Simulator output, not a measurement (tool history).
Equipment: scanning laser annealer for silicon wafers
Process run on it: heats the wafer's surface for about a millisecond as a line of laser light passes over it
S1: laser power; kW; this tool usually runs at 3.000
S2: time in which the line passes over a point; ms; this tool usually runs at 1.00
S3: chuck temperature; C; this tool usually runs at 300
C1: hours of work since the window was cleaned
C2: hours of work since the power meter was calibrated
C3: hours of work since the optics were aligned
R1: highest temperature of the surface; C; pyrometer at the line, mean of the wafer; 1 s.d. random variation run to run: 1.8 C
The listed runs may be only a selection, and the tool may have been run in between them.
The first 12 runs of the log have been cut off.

| run | day | S1 | S2 | S3 | C1 | C2 | C3 | R1 |
|---|---|---|---|---|---|---|---|---|
| 13 | 6.283 | 3.000 | 0.83 | 300 | 360 | 297 | 988 | 890 |
| 14 | 6.700 | 3.000 | 0.90 | 300 | 365 | 303 | 993 | 915 |
| 15 | 7.229 | 3.000 | 0.93 | 300 | 372 | 310 | 1000 | 927 |
| 16 | 7.746 | 3.000 | 0.93 | 300 | 379 | 316 | 1007 | 924 |
| 17 | 8.092 | 3.000 | 1.00 | 300 | 384 | 321 | 1012 | 956 |
| 18 | 8.750 | 3.211 | 1.00 | 300 | 393 | 330 | 1021 | 1005 |
| 19 | 9.267 | 3.080 | 0.96 | 334 | 399 | 337 | 1027 | 992 |
| 20 | 9.750 | 3.211 | 0.91 | 303 | 406 | 343 | 1034 | 971 |
| 21 | 10.317 | 3.211 | 0.91 | 303 | 413 | 350 | 1041 | 971 |
| 22 | 10.875 | 2.994 | 0.90 | 315 | 421 | 358 | 1049 | 924 |
| 23 | 11.304 | 2.994 | 0.90 | 315 | 426 | 363 | 1054 | 929 |
| 24 | 11.596 | 2.994 | 0.90 | 315 | 430 | 367 | 1058 | 923 |
| 25 | 11.988 | 3.118 | 0.90 | 297 | 435 | 372 | 1063 | 935 |
| 26 | 12.462 | 3.214 | 1.09 | 297 | 442 | 379 | 1070 | 1034 |
|  | 13.004 | optics aligned, line set to its width |
| 27 | 13.092 | 2.797 | 0.73 | 314 | 447 | 384 | 1 | 826 |
| 28 | 13.525 | 3.199 | 0.98 | 275 | 453 | 390 | 7 | 981 |
| 29 | 14.038 | 2.834 | 1.09 | 312 | 460 | 397 | 14 | 966 |
| 30 | 14.388 | 2.790 | 1.01 | 283 | 464 | 401 | 18 | 894 |
| 31 | 14.938 | 3.213 | 1.09 | 284 | 472 | 409 | 26 | 1036 |
| 32 | 15.262 | 3.213 | 1.09 | 284 | 476 | 413 | 30 | 1037 |
| 33 | 15.800 | 3.000 | 0.95 | 340 | 483 | 420 | 37 | 981 |
| 34 | 16.362 | 2.785 | 0.93 | 300 | 490 | 428 | 44 | 876 |
| 35 | 16.933 | 3.000 | 1.00 | 318 | 498 | 435 | 52 | 978 |

Each row is a separate what-if for the run after 35, all from the same tool condition, not one after another. Results?
| A | 17.462 | 3.110 | 1.12 | 302 | 505 | 442 | 59 | ? |
| B | 17.462 | 2.645 | 1.00 | 266 | 505 | 442 | 59 | ? |
| C | 17.462 | 2.841 | 1.00 | 318 | 505 | 442 | 59 | ? |
| D | 17.462 | 3.216 | 0.87 | 334 | 505 | 442 | 59 | ? |
| E | 17.462 | 3.000 | 1.00 | 291 | 505 | 442 | 59 | ? |

| run | R1 |
|---|---|
| A | 1039 |
| B | 837 |
| C | 936 |
| D | 996 |
| E | 949 |
With no hidden state in the tool, these same runs would have given:
| run | R1 |
|---|---|
| A | 1087 |
| B | 874 |
| C | 976 |
| D | 1039 |
| E | 992 |
